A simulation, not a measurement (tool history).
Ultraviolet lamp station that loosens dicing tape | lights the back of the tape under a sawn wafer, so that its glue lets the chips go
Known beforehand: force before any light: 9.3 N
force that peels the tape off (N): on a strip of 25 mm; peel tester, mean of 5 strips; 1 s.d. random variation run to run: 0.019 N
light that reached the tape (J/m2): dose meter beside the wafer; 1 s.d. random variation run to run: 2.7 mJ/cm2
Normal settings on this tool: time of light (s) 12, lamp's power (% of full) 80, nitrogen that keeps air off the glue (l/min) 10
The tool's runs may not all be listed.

| run | hour | time of light (s) | lamp's power (% of full) | nitrogen that keeps air off the glue (l/min) | force that peels the tape off (N) | light that reached the tape (J/m2) |
|---|---|---|---|---|---|---|
| 1 | 0.0 | 12 | 80 | 10 | 1.169 | 3170 |
| 2 | 31.1 | 12 | 82 | 10 | 1.141 | 3240 |
| 3 | 73.6 | 12 | 82 | 10 | 1.183 | 3180 |
| 4 | 126.0 | 12 | 82 | 10 | 1.248 | 3140 |
| 5 | 151.4 | 12 | 82 | 10 | 1.268 | 3110 |
| 6 | 195.3 | 12 | 82 | 10 | 1.244 | 3090 |
| 7 | 220.9 | 12 | 80 | 10 | 1.369 | 2990 |
| 8 | 261.3 | 12 | 80 | 10 | 1.387 | 2980 |
| 9 | 301.6 | 20 | 80 | 10 | 0.444 | 4910 |
| 10 | 332.6 | 12 | 80 | 10 | 1.427 | 2910 |
| 11 | 389.1 | 12 | 80 | 9 | 1.573 | 2840 |
| 12 | 427.3 | 12 | 80 | 10 | 1.488 | 2800 |
| 13 | 460.8 | 13 | 80 | 10 | 1.331 | 3030 |
| 14 | 505.2 | 12 | 66 | 10 | 2.054 | 2260 |
| 15 | 544.5 | 12 | 80 | 10 | 1.604 | 2690 |
| 16 | 587.3 | 13 | 80 | 10 | 1.398 | 2910 |
| 17 | 643.2 | 9 | 81 | 18 | 1.918 | 1990 |
| 18 | 671.8 | 8 | 74 | 10 | 3.244 | 1630 |
| 19 | 715.9 | 8 | 81 | 9 | 3.058 | 1750 |
|  | 749.7 | window cleaned of glue's vapour |
| 20 | 757.1 | 8 | 81 | 9 | 2.783 | 1920 |
| 21 | 811.7 | 12 | 69 | 10 | 1.884 | 2430 |
| 22 | 854.8 | 12 | 63 | 10 | 2.265 | 2150 |
|  | 897.9 | lamp changed |
| 23 | 902.5 | 14 | 80 | 11 | 0.666 | 4080 |
| 24 | 953.5 | 14 | 80 | 10 | 0.722 | 3980 |
| 25 | 1010.2 | 14 | 80 | 10 | 0.722 | 3930 |
| 26 | 1048.6 | 6 | 80 | 12 | 2.870 | 1690 |
| 27 | 1086.8 | 18 | 80 | 3 | 1.145 | 4980 |
| 28 | 1114.7 | 18 | 80 | 3 | 1.131 | 4970 |
| 29 | 1139.0 | 18 | 80 | 3 | 1.160 | 4860 |
| 30 | 1175.1 | 18 | 80 | 3 | 1.166 | 4860 |
| 31 | 1230.5 | 12 | 80 | 9 | 1.288 | 3150 |

For each run, the measured value with the value that run would have given without the tool's hidden condition subtracted. The run-to-run variation is shared by both, the gauge scatter possibly not:
The hidden state here: lamp's light, % of a new lamp's; light that the window lets through, % of a clean one's; drift of the gauge itself on peel_n, %; drift of the gauge itself on dose_mj_cm2, %.
| run | force that peels the tape off (N) | light that reached the tape (J/m2) |
|---|---|---|
| 1 | +0.257 | -410 |
| 2 | +0.271 | -450 |
| 3 | +0.303 | -480 |
| 4 | +0.346 | -540 |
| 5 | +0.363 | -550 |
| 6 | +0.377 | -590 |
| 7 | +0.422 | -600 |
| 8 | +0.446 | -640 |
| 9 | +0.185 | -1110 |
| 10 | +0.492 | -690 |
| 11 | +0.558 | -730 |
| 12 | +0.561 | -760 |
| 13 | +0.544 | -860 |
| 14 | +0.726 | -690 |
| 15 | +0.661 | -850 |
| 16 | +0.623 | -970 |
| 17 | +0.788 | -710 |
| 18 | +1.034 | -590 |
| 19 | +1.041 | -670 |
| 20 | +0.739 | -500 |
| 21 | +0.644 | -660 |
| 22 | +0.755 | -640 |
| 23 | +0.046 | -120 |
| 24 | +0.068 | -180 |
| 25 | +0.090 | -240 |
| 26 | +0.219 | -120 |
| 27 | +0.170 | -410 |
| 28 | +0.182 | -440 |
| 29 | +0.199 | -470 |
| 30 | +0.219 | -520 |
| 31 | +0.270 | -400 |
